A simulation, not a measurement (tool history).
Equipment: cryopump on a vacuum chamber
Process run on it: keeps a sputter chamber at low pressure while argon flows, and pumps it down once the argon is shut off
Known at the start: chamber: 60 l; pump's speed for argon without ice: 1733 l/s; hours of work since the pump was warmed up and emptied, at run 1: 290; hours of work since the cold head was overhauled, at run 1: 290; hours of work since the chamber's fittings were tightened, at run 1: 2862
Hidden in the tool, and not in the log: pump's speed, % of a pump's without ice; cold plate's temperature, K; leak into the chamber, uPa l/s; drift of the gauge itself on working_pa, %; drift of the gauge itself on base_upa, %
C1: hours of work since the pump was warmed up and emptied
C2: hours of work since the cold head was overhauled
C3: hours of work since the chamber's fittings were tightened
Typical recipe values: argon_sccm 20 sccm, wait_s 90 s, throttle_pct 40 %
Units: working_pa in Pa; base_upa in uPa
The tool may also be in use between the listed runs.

run 1 hour=0.0 | argon_sccm=20 wait_s=90 throttle_pct=40 | C1=290 C2=290 C3=2862 | working_pa=0.0515 base_upa=1.31
run 2 hour=62.5 | argon_sccm=12 wait_s=90 throttle_pct=40 | C1=337 C2=337 C3=2909 | working_pa=0.0306 base_upa=1.41
run 3 hour=107.7 | argon_sccm=20 wait_s=90 throttle_pct=40 | C1=371 C2=371 C3=2943 | working_pa=0.0520 base_upa=1.41
run 4 hour=173.0 | argon_sccm=20 wait_s=90 throttle_pct=40 | C1=420 C2=420 C3=2992 | working_pa=0.0544 base_upa=1.42
run 5 hour=235.7 | argon_sccm=20 wait_s=90 throttle_pct=40 | C1=468 C2=468 C3=3040 | working_pa=0.0537 base_upa=1.51
run 6 hour=319.0 | argon_sccm=20 wait_s=90 throttle_pct=40 | C1=531 C2=531 C3=3103 | working_pa=0.0539 base_upa=1.55
run 7 hour=423.7 | argon_sccm=34 wait_s=90 throttle_pct=40 | C1=610 C2=610 C3=3182 | working_pa=0.0950 base_upa=1.58
run 8 hour=513.4 | argon_sccm=34 wait_s=90 throttle_pct=40 | C1=677 C2=677 C3=3249 | working_pa=0.0951 base_upa=1.53
run 9 hour=579.4 | argon_sccm=34 wait_s=90 throttle_pct=38 | C1=727 C2=727 C3=3299 | working_pa=0.1017 base_upa=1.67
run 10 hour=624.4 | argon_sccm=34 wait_s=90 throttle_pct=38 | C1=761 C2=761 C3=3333 | working_pa=0.1021 base_upa=1.73
run 11 hour=683.4 | argon_sccm=34 wait_s=90 throttle_pct=38 | C1=805 C2=805 C3=3377 | working_pa=0.1038 base_upa=1.75
-- hour=698.3 pump warmed up, emptied and cooled again
run 12 hour=764.4 | argon_sccm=20 wait_s=90 throttle_pct=42 | C1=50 C2=863 C3=3435 | working_pa=0.0464 base_upa=1.34
run 13 hour=847.4 | argon_sccm=20 wait_s=90 throttle_pct=40 | C1=112 C2=925 C3=3497 | working_pa=0.0497 base_upa=1.44
run 14 hour=910.1 | argon_sccm=20 wait_s=70 throttle_pct=40 | C1=160 C2=973 C3=3545 | working_pa=0.0495 base_upa=1.59
run 15 hour=986.7 | argon_sccm=20 wait_s=70 throttle_pct=40 | C1=218 C2=1030 C3=3603 | working_pa=0.0505 base_upa=1.57
run 16 hour=1063.8 | argon_sccm=20 wait_s=90 throttle_pct=40 | C1=276 C2=1089 C3=3661 | working_pa=0.0512 base_upa=1.52
-- hour=1102.9 leaking fittings of the chamber tightened, without venting
run 17 hour=1144.5 | argon_sccm=20 wait_s=90 throttle_pct=20 | C1=335 C2=1148 C3=31 | working_pa=0.1010 base_upa=0.74
run 18 hour=1205.2 | argon_sccm=25 wait_s=215 throttle_pct=34 | C1=381 C2=1194 C3=77 | working_pa=0.0763 base_upa=0.47
run 19 hour=1316.5 | argon_sccm=25 wait_s=197 throttle_pct=34 | C1=465 C2=1278 C3=161 | working_pa=0.0770 base_upa=0.48
run 20 hour=1373.7 | argon_sccm=21 wait_s=112 throttle_pct=16 | C1=508 C2=1321 C3=204 | working_pa=0.1333 base_upa=0.67
run 21 hour=1469.6 | argon_sccm=12 wait_s=240 throttle_pct=26 | C1=580 C2=1393 C3=277 | working_pa=0.0488 base_upa=0.47
run 22 hour=1577.4 | argon_sccm=9 wait_s=156 throttle_pct=26 | C1=662 C2=1475 C3=358 | working_pa=0.0382 base_upa=0.60
run 23 hour=1679.2 | argon_sccm=19 wait_s=83 throttle_pct=40 | C1=738 C2=1551 C3=435 | working_pa=0.0544 base_upa=0.88
run 24 hour=1753.2 | argon_sccm=19 wait_s=83 throttle_pct=40 | C1=794 C2=1607 C3=491 | working_pa=0.0552 base_upa=0.94
-- hour=1779.9 pump warmed up, emptied and cooled again
run 25 hour=1861.4 | argon_sccm=38 wait_s=90 throttle_pct=42 | C1=62 C2=1685 C3=568 | working_pa=0.0900 base_upa=0.76
run 26 hour=1950.7 | argon_sccm=13 wait_s=122 throttle_pct=26 | C1=129 C2=1752 C3=636 | working_pa=0.0490 base_upa=0.70
run 27 hour=2053.9 | argon_sccm=13 wait_s=176 throttle_pct=26 | C1=207 C2=1830 C3=714 | working_pa=0.0492 base_upa=0.60
run 28 hour=2136.0 | argon_sccm=12 wait_s=90 throttle_pct=19 | C1=269 C2=1892 C3=775 | working_pa=0.0637 base_upa=0.88
run 29 hour=2219.6 | argon_sccm=20 wait_s=193 throttle_pct=44 | C1=332 C2=1955 C3=839 | working_pa=0.0479 base_upa=0.62
run 30 hour=2274.5 | argon_sccm=13 wait_s=90 throttle_pct=23 | C1=373 C2=1997 C3=880 | working_pa=0.0582 base_upa=0.86
run 31 hour=2366.4 | argon_sccm=13 wait_s=90 throttle_pct=23 | C1=442 C2=2066 C3=949 | working_pa=0.0586 base_upa=0.96
run 32 hour=2432.4 | argon_sccm=29 wait_s=39 throttle_pct=34 | C1=492 C2=2116 C3=999 | working_pa=0.0918 base_upa=1.58
run 33 hour=2531.2 | argon_sccm=16 wait_s=90 throttle_pct=44 | C1=567 C2=2190 C3=1074 | working_pa=0.0398 base_upa=0.99

Difference, measured minus no-hidden-state, one row per run. Run-to-run variation is common to both terms; the gauge's own scatter need not be:
run=1 working_pa=+0.0028 base_upa=+0.70
run=2 working_pa=+0.0020 base_upa=+0.74
run=3 working_pa=+0.0037 base_upa=+0.75
run=4 working_pa=+0.0042 base_upa=+0.78
run=5 working_pa=+0.0047 base_upa=+0.82
run=6 working_pa=+0.0056 base_upa=+0.88
run=7 working_pa=+0.0113 base_upa=+0.92
run=8 working_pa=+0.0128 base_upa=+0.97
run=9 working_pa=+0.0143 base_upa=+1.03
run=10 working_pa=+0.0152 base_upa=+1.07
run=11 working_pa=+0.0164 base_upa=+1.10
run=12 working_pa=+0.0006 base_upa=+0.71
run=13 working_pa=+0.0012 base_upa=+0.76
run=14 working_pa=+0.0016 base_upa=+0.82
run=15 working_pa=+0.0022 base_upa=+0.82
run=16 working_pa=+0.0026 base_upa=+0.86
run=17 working_pa=+0.0032 base_upa=+0.05
run=18 working_pa=+0.0047 base_upa=+0.07
run=19 working_pa=+0.0057 base_upa=+0.10
run=20 working_pa=+0.0053 base_upa=+0.11
run=21 working_pa=+0.0037 base_upa=+0.14
run=22 working_pa=+0.0032 base_upa=+0.17
run=23 working_pa=+0.0078 base_upa=+0.21
run=24 working_pa=+0.0088 base_upa=+0.24
run=25 working_pa=+0.0015 base_upa=+0.14
run=26 working_pa=+0.0009 base_upa=+0.16
run=27 working_pa=+0.0013 base_upa=+0.19
run=28 working_pa=+0.0016 base_upa=+0.21
run=29 working_pa=+0.0034 base_upa=+0.23
run=30 working_pa=+0.0025 base_upa=+0.25
run=31 working_pa=+0.0030 base_upa=+0.29
run=32 working_pa=+0.0075 base_upa=+0.31
run=33 working_pa=+0.0048 base_upa=+0.34

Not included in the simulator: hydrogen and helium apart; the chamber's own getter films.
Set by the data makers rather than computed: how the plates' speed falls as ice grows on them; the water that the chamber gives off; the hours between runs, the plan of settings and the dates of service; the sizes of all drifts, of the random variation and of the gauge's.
